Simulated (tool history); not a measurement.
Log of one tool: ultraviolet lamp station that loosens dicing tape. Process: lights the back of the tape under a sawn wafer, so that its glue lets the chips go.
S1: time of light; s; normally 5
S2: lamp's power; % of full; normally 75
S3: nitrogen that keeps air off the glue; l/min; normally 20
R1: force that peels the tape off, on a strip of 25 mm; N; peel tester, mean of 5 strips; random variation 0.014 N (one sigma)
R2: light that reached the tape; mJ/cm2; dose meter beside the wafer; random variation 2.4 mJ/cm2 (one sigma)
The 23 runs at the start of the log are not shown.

{"run": 24, "hour": 416.9, "S1": 2, "S2": 75, "S3": 11, "R1": 3.445, "R2": 108}
{"run": 25, "hour": 434.5, "S1": 10, "S2": 80, "S3": 9, "R1": 0.218, "R2": 577}
{"run": 26, "hour": 450.4, "S1": 10, "S2": 80, "S3": 9, "R1": 0.236, "R2": 584}
{"run": 27, "hour": 463.3, "S1": 10, "S2": 87, "S3": 9, "R1": 0.178, "R2": 635}
{"run": 28, "hour": 475.9, "S1": 2, "S2": 98, "S3": 17, "R1": 2.232, "R2": 144}
{"run": 29, "hour": 490.7, "S1": 5, "S2": 64, "S3": 20, "R1": 0.948, "R2": 232}
{"run": 30, "hour": 506.7, "S1": 9, "S2": 89, "S3": 14, "R1": 0.131, "R2": 589}
{"run": 31, "hour": 522.5, "S1": 8, "S2": 69, "S3": 14, "R1": 0.359, "R2": 403}
{"run": 32, "hour": 538.0, "S1": 8, "S2": 69, "S3": 10, "R1": 0.548, "R2": 404}
{"run": 33, "hour": 560.4, "S1": 5, "S2": 69, "S3": 10, "R1": 1.372, "R2": 246}
{"run": 34, "hour": 579.7, "S1": 5, "S2": 67, "S3": 30, "R1": 0.607, "R2": 246}
{"run": 35, "hour": 604.7, "S1": 3, "S2": 78, "S3": 38, "R1": 1.101, "R2": 169}
{"run": 36, "hour": 617.6, "S1": 5, "S2": 75, "S3": 29, "R1": 0.488, "R2": 270}
{"run": 37, "hour": 641.8, "S1": 5, "S2": 75, "S3": 28, "R1": 0.508, "R2": 274}
{"run": 38, "hour": 659.5, "S1": 2, "S2": 78, "S3": 24, "R1": 2.49, "R2": 113}
{"run": 39, "hour": 682.9, "S1": 2, "S2": 65, "S3": 25, "R1": 2.957, "R2": 95}
{"run": 40, "hour": 704.8, "S1": 5, "S2": 91, "S3": 19, "R1": 0.451, "R2": 331}
{"run": 41, "hour": 729.1, "S1": 5, "S2": 82, "S3": 7, "R1": 1.409, "R2": 297}
{"run": 42, "hour": 743.0, "S1": 5, "S2": 82, "S3": 7, "R1": 1.428, "R2": 298}
{"run": 43, "hour": 758.4, "S1": 5, "S2": 60, "S3": 7, "R1": 2.096, "R2": 219}
{"run": 44, "hour": 783.5, "S1": 3, "S2": 65, "S3": 20, "R1": 2.121, "R2": 143}

Here are 3 independent what-if runs from the current tool condition. What would each one return?
{"run": "A", "hour": 801.4, "S1": 5, "S2": 94, "S3": 20, "R1": "?", "R2": "?"}
{"run": "B", "hour": 801.4, "S1": 3, "S2": 74, "S3": 20, "R1": "?", "R2": "?"}
{"run": "C", "hour": 801.4, "S1": 3, "S2": 75, "S3": 7, "R1": "?", "R2": "?"}

run=A R1=0.393 R2=342
run=B R1=1.762 R2=161
run=C R1=2.867 R2=164
Without the tool's hidden state the same runs would have given:
run=A R1=0.39 R2=343
run=B R1=1.755 R2=162
run=C R1=2.86 R2=164
